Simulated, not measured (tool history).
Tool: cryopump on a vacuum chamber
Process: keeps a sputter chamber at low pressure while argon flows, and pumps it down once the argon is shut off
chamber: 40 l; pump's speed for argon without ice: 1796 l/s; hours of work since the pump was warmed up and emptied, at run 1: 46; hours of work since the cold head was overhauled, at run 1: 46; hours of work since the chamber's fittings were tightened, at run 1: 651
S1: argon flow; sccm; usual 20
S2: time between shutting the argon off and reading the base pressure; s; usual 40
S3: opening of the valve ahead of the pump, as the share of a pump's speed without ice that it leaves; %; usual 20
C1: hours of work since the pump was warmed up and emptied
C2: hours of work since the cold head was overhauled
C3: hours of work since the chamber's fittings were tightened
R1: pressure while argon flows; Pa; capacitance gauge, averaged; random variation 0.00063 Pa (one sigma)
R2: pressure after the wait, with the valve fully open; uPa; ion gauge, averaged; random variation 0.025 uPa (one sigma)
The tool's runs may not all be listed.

run 1 hour=0 | S1=20 S2=40 S3=20 | C1=46 C2=46 C3=651 | R1=0.0957 R2=1.03
run 2 hour=13.8 | S1=20 S2=276 S3=20 | C1=56 C2=56 C3=662 | R1=0.0944 R2=0.38
run 3 hour=33.2 | S1=20 S2=276 S3=20 | C1=71 C2=71 C3=676 | R1=0.0957 R2=0.33
run 4 hour=49.3 | S1=20 S2=276 S3=20 | C1=83 C2=83 C3=689 | R1=0.0946 R2=0.32
run 5 hour=64.8 | S1=20 S2=276 S3=20 | C1=95 C2=95 C3=700 | R1=0.0944 R2=0.37
run 6 hour=77.4 | S1=20 S2=40 S3=20 | C1=105 C2=105 C3=710 | R1=0.0954 R2=1
run 7 hour=89.5 | S1=20 S2=40 S3=20 | C1=114 C2=114 C3=719 | R1=0.0949 R2=1.04
run 8 hour=103 | S1=20 S2=187 S3=20 | C1=124 C2=124 C3=730 | R1=0.0958 R2=0.41
run 9 hour=118.7 | S1=20 S2=187 S3=20 | C1=136 C2=136 C3=742 | R1=0.0951 R2=0.41
run 10 hour=132.4 | S1=20 S2=37 S3=20 | C1=147 C2=147 C3=752 | R1=0.0958 R2=1.14
run 11 hour=149.4 | S1=20 S2=40 S3=30 | C1=160 C2=160 C3=765 | R1=0.0645 R2=1.02
run 12 hour=166 | S1=20 S2=40 S3=30 | C1=172 C2=172 C3=778 | R1=0.0649 R2=1
run 13 hour=182.9 | S1=13 S2=40 S3=30 | C1=185 C2=185 C3=790 | R1=0.0411 R2=1.01
run 14 hour=201.8 | S1=20 S2=82 S3=20 | C1=199 C2=199 C3=805 | R1=0.0957 R2=0.61
run 15 hour=223.1 | S1=20 S2=134 S3=20 | C1=216 C2=216 C3=821 | R1=0.0959 R2=0.5
run 16 hour=242.2 | S1=20 S2=134 S3=20 | C1=230 C2=230 C3=836 | R1=0.096 R2=0.47
run 17 hour=254.7 | S1=20 S2=52 S3=20 | C1=240 C2=240 C3=845 | R1=0.0955 R2=0.86
run 18 hour=277.2 | S1=20 S2=52 S3=20 | C1=257 C2=257 C3=862 | R1=0.0961 R2=0.85
run 19 hour=292.5 | S1=20 S2=52 S3=20 | C1=269 C2=269 C3=874 | R1=0.0969 R2=0.85
run 20 hour=310.1 | S1=20 S2=52 S3=20 | C1=282 C2=282 C3=887 | R1=0.0971 R2=0.87
run 21 hour=320.9 | S1=20 S2=52 S3=20 | C1=290 C2=290 C3=896 | R1=0.0962 R2=0.89
run 22 hour=334.7 | S1=20 S2=52 S3=20 | C1=301 C2=301 C3=906 | R1=0.0971 R2=0.92
run 23 hour=347.9 | S1=20 S2=52 S3=20 | C1=311 C2=311 C3=916 | R1=0.0965 R2=0.89
run 24 hour=370.7 | S1=10 S2=40 S3=20 | C1=328 C2=328 C3=933 | R1=0.0486 R2=1.05
run 25 hour=390.4 | S1=20 S2=40 S3=27 | C1=343 C2=343 C3=949 | R1=0.0731 R2=1.14
run 26 hour=408.3 | S1=20 S2=40 S3=27 | C1=357 C2=357 C3=962 | R1=0.0724 R2=1.08
run 27 hour=425.7 | S1=8 S2=40 S3=28 | C1=370 C2=370 C3=975 | R1=0.0283 R2=1.1
run 28 hour=439.6 | S1=8 S2=40 S3=28 | C1=381 C2=381 C3=986 | R1=0.0284 R2=1.1
run 29 hour=452.3 | S1=35 S2=26 S3=46 | C1=390 C2=390 C3=996 | R1=0.0765 R2=1.53
run 30 hour=468.8 | S1=35 S2=26 S3=46 | C1=403 C2=403 C3=1008 | R1=0.0768 R2=1.52
run 31 hour=486.6 | S1=35 S2=26 S3=55 | C1=416 C2=416 C3=1022 | R1=0.0648 R2=1.49
run 32 hour=505.5 | S1=35 S2=26 S3=55 | C1=431 C2=431 C3=1036 | R1=0.0657 R2=1.48
run 33 hour=519.4 | S1=35 S2=26 S3=55 | C1=441 C2=441 C3=1047 | R1=0.0655 R2=1.48
run 34 hour=540.3 | S1=35 S2=26 S3=55 | C1=457 C2=457 C3=1063 | R1=0.0659 R2=1.48

Measured less the same run without the tool's hidden state. The same run-to-run variation is in both; the gauge's scatter may not be:
The hidden state here: pump's speed, % of a pump's without ice; cold plate's temperature, K; leak into the chamber, uPa l/s; drift of the gauge itself on working_pa, %; drift of the gauge itself on base_upa, %.
run=1 R1=+0.0004 R2=+0.06
run=2 R1=+0.0006 R2=+0.07
run=3 R1=+0.0007 R2=+0.07
run=4 R1=+0.0008 R2=+0.07
run=5 R1=+0.0008 R2=+0.07
run=6 R1=+0.0008 R2=+0.07
run=7 R1=+0.0009 R2=+0.08
run=8 R1=+0.0011 R2=+0.07
run=9 R1=+0.0011 R2=+0.08
run=10 R1=+0.0012 R2=+0.08
run=11 R1=+0.0013 R2=+0.08
run=12 R1=+0.0013 R2=+0.08
run=13 R1=+0.001 R2=+0.08
run=14 R1=+0.0016 R2=+0.09
run=15 R1=+0.0017 R2=+0.1
run=16 R1=+0.0018 R2=+0.1
run=17 R1=+0.0019 R2=+0.09
run=18 R1=+0.002 R2=+0.1
run=19 R1=+0.0021 R2=+0.1
run=20 R1=+0.0022 R2=+0.1
run=21 R1=+0.0022 R2=+0.11
run=22 R1=+0.0023 R2=+0.11
run=23 R1=+0.0024 R2=+0.11
run=24 R1=+0.0013 R2=+0.11
run=25 R1=+0.0026 R2=+0.12
run=26 R1=+0.0028 R2=+0.12
run=27 R1=+0.0012 R2=+0.13
run=28 R1=+0.0012 R2=+0.13
run=29 R1=+0.0052 R2=+0.13
run=30 R1=+0.0054 R2=+0.13
run=31 R1=+0.0056 R2=+0.13
run=32 R1=+0.0059 R2=+0.13
run=33 R1=+0.006 R2=+0.13
run=34 R1=+0.0062 R2=+0.14
